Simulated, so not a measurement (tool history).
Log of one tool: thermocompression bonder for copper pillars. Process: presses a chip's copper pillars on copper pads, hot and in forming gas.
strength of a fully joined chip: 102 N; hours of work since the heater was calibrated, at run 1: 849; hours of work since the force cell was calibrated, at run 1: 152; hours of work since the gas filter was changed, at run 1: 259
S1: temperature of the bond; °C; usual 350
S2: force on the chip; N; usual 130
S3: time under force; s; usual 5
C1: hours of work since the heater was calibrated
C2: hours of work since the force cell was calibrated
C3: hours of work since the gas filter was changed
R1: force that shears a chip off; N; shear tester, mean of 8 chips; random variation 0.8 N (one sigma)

run,hour,S1,S2,S3,C1,C2,C3,R1
1,0,350,130,5,849,152,259,59.5
2,6.1,350,130,5,853,155,262,59
3,15.3,350,130,5,857,160,267,60.3
4,21.7,350,130,5,861,163,271,58.2
5,26.3,350,130,5,863,165,273,58.2
6,30.7,350,130,5,865,168,275,59.7
7,38.2,350,130,5,869,172,279,59.3
8,46.5,350,130,5,874,176,283,59.2
9,54.6,350,130,9,878,180,288,70.5
10,63.8,350,130,9,883,185,292,68.3
11,72.7,350,130,9,887,190,297,68.9
12,77.2,350,130,5,890,192,299,57.6
13,84,350,130,5,893,196,303,57.4
14,93.7,350,130,5,898,201,308,57.9
15,103.3,350,130,5,903,206,313,58.2
16,112.3,335,83,13,908,210,318,49.8
17,120.3,335,83,13,912,214,322,50.3
# hour 122.4: force cell calibrated
18,131.3,361,135,10,917,5,327,73.9
19,140.6,356,115,5,922,10,332,56.4
20,146.2,368,115,5,925,12,335,62.4
21,154.4,323,92,5,929,17,339,33.9
# hour 161.7: forming gas filter changed
22,162.6,364,183,3,933,21,0,78.7
# hour 170.3: force cell calibrated, once more
23,174.9,348,126,3,939,2,6,54.6
24,182.4,348,144,6,943,6,10,72.1
25,188.7,337,120,5,946,10,13,54.7
26,194.1,358,120,4,949,12,16,59.6
27,199.4,358,120,4,951,15,19,62.3
28,208,362,97,5,956,20,23,58.9
29,216.5,362,97,5,960,24,28,60.1
30,224.7,350,88,5,965,28,32,50.4

5 ways to go on from here, each from the tool as it stands after run 30. What would each give?
A,234.5,337,190,3,970,33,37,?
B,234.5,339,137,11,970,33,37,?
C,234.5,363,170,4,970,33,37,?
D,234.5,350,165,3,970,33,37,?
E,234.5,352,88,11,970,33,37,?

run,R1
A,64.7
B,76.1
C,77.1
D,64.9
E,64.9
Without the tool's hidden state the same runs would have given:
run,R1
A,61.5
B,73.3
C,74.7
D,61.9
E,61.9
